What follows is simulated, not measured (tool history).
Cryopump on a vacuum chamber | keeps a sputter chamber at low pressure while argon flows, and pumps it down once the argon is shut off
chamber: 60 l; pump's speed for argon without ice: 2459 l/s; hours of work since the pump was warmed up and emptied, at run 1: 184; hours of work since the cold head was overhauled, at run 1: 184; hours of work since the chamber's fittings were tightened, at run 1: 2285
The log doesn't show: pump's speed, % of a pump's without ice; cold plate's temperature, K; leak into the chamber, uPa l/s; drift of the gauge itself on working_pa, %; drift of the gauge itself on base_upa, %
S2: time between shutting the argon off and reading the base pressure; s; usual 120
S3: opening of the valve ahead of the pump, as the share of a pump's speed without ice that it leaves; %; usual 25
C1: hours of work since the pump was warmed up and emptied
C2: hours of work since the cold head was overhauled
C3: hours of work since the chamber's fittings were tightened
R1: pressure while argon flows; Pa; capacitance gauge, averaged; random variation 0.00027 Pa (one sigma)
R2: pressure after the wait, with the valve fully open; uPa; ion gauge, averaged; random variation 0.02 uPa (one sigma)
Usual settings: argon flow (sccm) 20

Run 1, hour 0: usual settings; C1 184; C2 184; C3 2285. Result: R1 0.0574 Pa, R2 0.96 uPa.
Run 2, hour 15.3: usual settings; C1 196; C2 196; C3 2297. Result: R1 0.0578 Pa, R2 0.98 uPa.
Run 3, hour 35.6: usual settings; C1 211; C2 211; C3 2313. Result: R1 0.0579 Pa, R2 0.98 uPa.
Run 4, hour 50.6: usual settings; C1 223; C2 223; C3 2324. Result: R1 0.0583 Pa, R2 1.01 uPa.
Run 5, hour 66.3: usual settings; C1 234; C2 234; C3 2336. Result: R1 0.0587 Pa, R2 1.05 uPa.
Run 6, hour 79.8: usual settings; C1 245; C2 245; C3 2346. Result: R1 0.0584 Pa, R2 1 uPa.
Run 7, hour 96.1: usual settings; C1 257; C2 257; C3 2359. Result: R1 0.0588 Pa, R2 1.02 uPa.
Run 8, hour 108.1: usual settings; C1 266; C2 266; C3 2368. Result: R1 0.0595 Pa, R2 1.07 uPa.
Run 9, hour 122.5: usual settings; C1 277; C2 277; C3 2379. Result: R1 0.0596 Pa, R2 1.08 uPa.
At hour 136.9: leaking fittings of the chamber tightened, without venting.
Run 10, hour 142.3: usual settings but S3 44 %; C1 291; C2 291; C3 4. Result: R1 0.0357 Pa, R2 0.34 uPa.
Run 11, hour 163.1: usual settings; C1 307; C2 307; C3 20. Result: R1 0.0603 Pa, R2 0.33 uPa.
Run 12, hour 178: usual settings but S3 54 %; C1 318; C2 318; C3 31. Result: R1 0.0306 Pa, R2 0.36 uPa.
At hour 185.3: pump warmed up, emptied and cooled again.
Run 13, hour 204.3: usual settings but S3 54 %; C1 15; C2 335; C3 48. Result: R1 0.0258 Pa, R2 0.32 uPa.
Run 14, hour 219.6: usual settings but S2 125 s, S3 54 %; C1 26; C2 346; C3 59. Result: R1 0.0259 Pa, R2 0.31 uPa.
Run 15, hour 235.8: usual settings but S2 125 s, S3 54 %; C1 39; C2 359; C3 72. Result: R1 0.0258 Pa, R2 0.31 uPa.
Run 16, hour 258.4: usual settings but argon flow (sccm) 26; C1 56; C2 376; C3 89. Result: R1 0.0726 Pa, R2 0.35 uPa.
Run 17, hour 273.1: usual settings but argon flow (sccm) 26; C1 67; C2 387; C3 100. Result: R1 0.0725 Pa, R2 0.3 uPa.
Run 18, hour 299.8: usual settings but argon flow (sccm) 26; C1 87; C2 407; C3 121. Result: R1 0.0726 Pa, R2 0.35 uPa.
Run 19, hour 312: usual settings but argon flow (sccm) 12, S3 60 %; C1 97; C2 417; C3 130. Result: R1 0.0143 Pa, R2 0.34 uPa.
Run 20, hour 333.1: usual settings but argon flow (sccm) 37, S2 253 s; C1 113; C2 433; C3 146. Result: R1 0.1044 Pa, R2 0.3 uPa.
Run 21, hour 349.9: usual settings but argon flow (sccm) 23, S2 40 s, S3 50 %; C1 126; C2 446; C3 159. Result: R1 0.0336 Pa, R2 0.67 uPa.
Run 22, hour 361.2: usual settings but S2 52 s; C1 134; C2 454; C3 168. Result: R1 0.0565 Pa, R2 0.54 uPa.
Run 23, hour 385.5: usual settings but argon flow (sccm) 27, S2 102 s, S3 35 %; C1 153; C2 473; C3 186. Result: R1 0.0558 Pa, R2 0.4 uPa.
Run 24, hour 398.3: usual settings but argon flow (sccm) 21, S2 38 s, S3 54 %; C1 163; C2 483; C3 196. Result: R1 0.0289 Pa, R2 0.66 uPa.
Run 25, hour 417.4: usual settings but argon flow (sccm) 9, S2 256 s; C1 177; C2 497; C3 210. Result: R1 0.0257 Pa, R2 0.28 uPa.
Run 26, hour 442.6: usual settings but argon flow (sccm) 9, S2 256 s; C1 197; C2 517; C3 230. Result: R1 0.0261 Pa, R2 0.29 uPa.
Run 27, hour 459.7: usual settings but argon flow (sccm) 14, S2 53 s; C1 210; C2 530; C3 243. Result: R1 0.0406 Pa, R2 0.6 uPa.
Run 28, hour 471.4: usual settings but argon flow (sccm) 14, S2 53 s; C1 219; C2 539; C3 252. Result: R1 0.0405 Pa, R2 0.56 uPa.
Run 29, hour 486.4: usual settings but S2 276 s; C1 230; C2 550; C3 263. Result: R1 0.0583 Pa, R2 0.3 uPa.
Run 30, hour 506.9: usual settings but S2 276 s; C1 246; C2 566; C3 279. Result: R1 0.0588 Pa, R2 0.33 uPa.
Run 31, hour 532.1: usual settings but S2 276 s; C1 265; C2 585; C3 298. Result: R1 0.059 Pa, R2 0.36 uPa.
Run 32, hour 554.7: usual settings but argon flow (sccm) 14, S2 39 s, S3 20 %; C1 282; C2 602; C3 315. Result: R1 0.0512 Pa, R2 0.77 uPa.
Run 33, hour 576.2: usual settings but argon flow (sccm) 24, S2 39 s, S3 20 %; C1 299; C2 619; C3 332. Result: R1 0.0871 Pa, R2 0.74 uPa.

Forecast each of these 5 alternatives for the next run:
Run A, hour 601.5: usual settings but argon flow (sccm) 22, S2 62 s, S3 23 %; C1 318; C2 638; C3 351. Result: R1 ?, R2 ?.
Run B, hour 601.5: usual settings but argon flow (sccm) 35, S2 107 s; C1 318; C2 638; C3 351. Result: R1 ?, R2 ?.
Run C, hour 601.5: usual settings but argon flow (sccm) 32, S3 39 %; C1 318; C2 638; C3 351. Result: R1 ?, R2 ?.
Run D, hour 601.5: usual settings but argon flow (sccm) 24, S2 39 s, S3 18 %; C1 318; C2 638; C3 351. Result: R1 ?, R2 ?.
Run E, hour 601.5: usual settings but argon flow (sccm) 13, S2 80 s, S3 53 %; C1 318; C2 638; C3 351. Result: R1 ?, R2 ?.

run      R1    R2
  A  0.0709  0.59
  B  0.1051  0.45
  C  0.0643  0.46
  D  0.0983  0.75
  E  0.0205  0.53
Without the tool's hidden state the same runs would have given:
run      R1    R2
  A  0.0655   0.4
  B  0.0966  0.26
  C  0.0565  0.27
  D  0.0924  0.57
  E  0.0174  0.34

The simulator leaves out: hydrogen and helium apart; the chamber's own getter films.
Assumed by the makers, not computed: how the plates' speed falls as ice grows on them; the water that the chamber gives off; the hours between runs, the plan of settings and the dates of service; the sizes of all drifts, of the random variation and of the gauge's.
